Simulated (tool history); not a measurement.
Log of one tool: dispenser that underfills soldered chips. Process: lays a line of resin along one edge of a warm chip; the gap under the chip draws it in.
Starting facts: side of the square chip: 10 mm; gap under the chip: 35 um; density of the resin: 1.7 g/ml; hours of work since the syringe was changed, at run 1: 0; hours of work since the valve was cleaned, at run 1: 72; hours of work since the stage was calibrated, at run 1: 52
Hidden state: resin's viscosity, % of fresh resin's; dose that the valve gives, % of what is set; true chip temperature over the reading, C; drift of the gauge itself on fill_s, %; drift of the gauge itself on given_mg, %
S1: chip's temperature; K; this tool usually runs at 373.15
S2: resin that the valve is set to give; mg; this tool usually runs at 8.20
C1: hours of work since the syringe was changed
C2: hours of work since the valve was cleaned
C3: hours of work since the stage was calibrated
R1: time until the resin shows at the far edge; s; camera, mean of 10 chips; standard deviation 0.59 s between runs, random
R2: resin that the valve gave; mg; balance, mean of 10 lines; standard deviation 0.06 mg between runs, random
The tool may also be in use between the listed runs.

| run | hour | S1 | S2 | C1 | C2 | C3 | R1 | R2 |
|---|---|---|---|---|---|---|---|---|
| 1 | 0.0 | 373.15 | 8.20 | 0 | 72 | 52 | 53.6 | 7.81 |
| 2 | 5.1 | 373.15 | 8.20 | 3 | 75 | 55 | 68.2 | 7.69 |
| 3 | 8.7 | 373.15 | 8.69 | 5 | 77 | 57 | 78.2 | 8.06 |
|  | 10.2 | new syringe of resin |
|  | 12.5 | dispensing valve cleaned and set on the balance |
| 4 | 12.8 | 373.15 | 8.69 | 1 | 0 | 59 | 55.0 | 8.71 |
| 5 | 19.4 | 373.15 | 8.69 | 5 | 4 | 63 | 72.3 | 8.57 |
|  | 21.5 | new syringe of resin |
| 6 | 22.4 | 373.15 | 7.75 | 1 | 6 | 65 | 55.6 | 7.65 |
| 7 | 25.7 | 373.15 | 7.75 | 3 | 8 | 67 | 64.4 | 7.70 |
|  | 31.6 | new syringe of resin |
| 8 | 32.2 | 373.15 | 7.75 | 0 | 12 | 70 | 53.6 | 7.74 |
| 9 | 36.2 | 373.15 | 7.75 | 3 | 14 | 73 | 65.1 | 7.66 |
|  | 41.8 | new syringe of resin |
| 10 | 42.3 | 373.15 | 7.75 | 0 | 18 | 76 | 55.0 | 7.66 |
| 11 | 48.4 | 373.15 | 7.75 | 4 | 21 | 80 | 71.6 | 7.63 |
| 12 | 51.4 | 373.15 | 7.96 | 6 | 23 | 82 | 79.9 | 7.83 |
|  | 52.3 | new syringe of resin |
| 13 | 55.4 | 373.15 | 7.96 | 2 | 25 | 84 | 59.7 | 7.85 |
| 14 | 59.5 | 373.15 | 7.96 | 4 | 28 | 87 | 71.3 | 7.85 |
|  | 62.5 | new syringe of resin |
| 15 | 65.5 | 373.15 | 8.20 | 2 | 31 | 90 | 60.8 | 7.94 |
| 16 | 69.3 | 364.15 | 8.20 | 4 | 34 | 92 | 98.3 | 8.05 |
|  | 72.7 | new syringe of resin |
| 17 | 75.4 | 364.15 | 8.20 | 2 | 37 | 96 | 82.8 | 7.88 |
| 18 | 78.1 | 365.15 | 10.53 | 3 | 39 | 98 | 85.1 | 10.18 |
|  | 83.0 | new syringe of resin |
| 19 | 83.8 | 386.15 | 8.39 | 1 | 42 | 101 | 35.2 | 8.01 |
| 20 | 87.2 | 386.15 | 8.39 | 3 | 44 | 103 | 40.0 | 8.13 |
|  | 93.5 | new syringe of resin |
| 21 | 93.9 | 386.15 | 7.72 | 0 | 48 | 107 | 35.4 | 7.32 |
| 22 | 100.5 | 373.15 | 8.43 | 4 | 52 | 111 | 72.9 | 7.95 |
|  | 103.5 | new syringe of resin |
| 23 | 107.3 | 371.15 | 9.49 | 2 | 56 | 115 | 64.5 | 9.08 |
| 24 | 113.0 | 368.15 | 8.43 | 6 | 60 | 118 | 95.0 | 8.08 |
|  | 113.7 | new syringe of resin |
| 25 | 118.0 | 364.15 | 9.79 | 3 | 62 | 121 | 83.9 | 9.27 |
| 26 | 121.9 | 364.15 | 9.79 | 5 | 65 | 124 | 100.5 | 9.24 |
|  | 123.8 | new syringe of resin |
| 27 | 128.6 | 358.15 | 9.95 | 3 | 69 | 127 | 110.6 | 9.48 |

Run 28 comes next. What will it give?
|  | 134.1 | new syringe of resin |
| 28 | 135.2 | 387.15 | 7.34 | 1 | 73 | 131 | ? | ? |

For run 28 the tool returned R1 36.6 s, R2 6.81 mg.
Take away the tool's hidden state, keep the run-to-run variation as it was, and the same run would have given R1 33.2 s, R2 7.28 mg.

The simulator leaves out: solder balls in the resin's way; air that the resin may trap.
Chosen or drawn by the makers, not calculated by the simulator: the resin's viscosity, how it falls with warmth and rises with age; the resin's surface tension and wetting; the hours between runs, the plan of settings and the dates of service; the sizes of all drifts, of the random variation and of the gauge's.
